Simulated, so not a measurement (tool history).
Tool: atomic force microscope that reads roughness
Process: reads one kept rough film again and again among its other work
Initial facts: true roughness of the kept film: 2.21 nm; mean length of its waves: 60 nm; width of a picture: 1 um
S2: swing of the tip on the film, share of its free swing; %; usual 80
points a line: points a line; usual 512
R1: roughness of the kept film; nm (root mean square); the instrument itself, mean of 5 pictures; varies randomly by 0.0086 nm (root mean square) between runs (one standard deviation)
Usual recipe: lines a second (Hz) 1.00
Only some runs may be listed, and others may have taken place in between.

run 1 hour=0.0 | lines_a_second_(Hz)=1.00 S2=80 points_a_line=512 | R1=2.102
run 2 hour=22.0 | lines_a_second_(Hz)=1.00 S2=80 points_a_line=512 | R1=2.083
run 3 hour=37.3 | lines_a_second_(Hz)=1.00 S2=80 points_a_line=512 | R1=2.102
run 4 hour=48.9 | lines_a_second_(Hz)=1.00 S2=80 points_a_line=512 | R1=2.083
-- hour=68.6 new tip fitted
run 5 hour=68.9 | lines_a_second_(Hz)=1.00 S2=80 points_a_line=512 | R1=2.091
run 6 hour=86.6 | lines_a_second_(Hz)=1.00 S2=80 points_a_line=512 | R1=2.105
run 7 hour=98.9 | lines_a_second_(Hz)=0.60 S2=80 points_a_line=512 | R1=2.115
run 8 hour=116.8 | lines_a_second_(Hz)=0.60 S2=80 points_a_line=512 | R1=2.122
run 9 hour=135.8 | lines_a_second_(Hz)=0.75 S2=80 points_a_line=512 | R1=2.110
run 10 hour=150.3 | lines_a_second_(Hz)=2.13 S2=80 points_a_line=512 | R1=2.015
run 11 hour=175.4 | lines_a_second_(Hz)=2.13 S2=80 points_a_line=512 | R1=2.018
run 12 hour=202.1 | lines_a_second_(Hz)=0.86 S2=65 points_a_line=512 | R1=2.138
-- hour=207.3 new tip fitted
run 13 hour=217.8 | lines_a_second_(Hz)=0.50 S2=81 points_a_line=555 | R1=2.139
run 14 hour=236.6 | lines_a_second_(Hz)=1.69 S2=82 points_a_line=522 | R1=2.035
run 15 hour=249.3 | lines_a_second_(Hz)=3.52 S2=84 points_a_line=433 | R1=1.873
run 16 hour=264.7 | lines_a_second_(Hz)=3.52 S2=84 points_a_line=433 | R1=1.872

Predict each of these 4 candidate next runs independently; none follows another, all start after run 16:
run A hour=276.8 | lines_a_second_(Hz)=3.52 S2=71 points_a_line=365 | R1=?
run B hour=276.8 | lines_a_second_(Hz)=1.01 S2=60 points_a_line=512 | R1=?
run C hour=276.8 | lines_a_second_(Hz)=1.00 S2=57 points_a_line=335 | R1=?
run D hour=276.8 | lines_a_second_(Hz)=1.00 S2=68 points_a_line=512 | R1=?

run=A R1=1.995
run=B R1=2.126
run=C R1=2.143
run=D R1=2.137
Had the tool no hidden state, the same runs would have come out as:
run=A R1=1.998
run=B R1=2.128
run=C R1=2.145
run=D R1=2.140

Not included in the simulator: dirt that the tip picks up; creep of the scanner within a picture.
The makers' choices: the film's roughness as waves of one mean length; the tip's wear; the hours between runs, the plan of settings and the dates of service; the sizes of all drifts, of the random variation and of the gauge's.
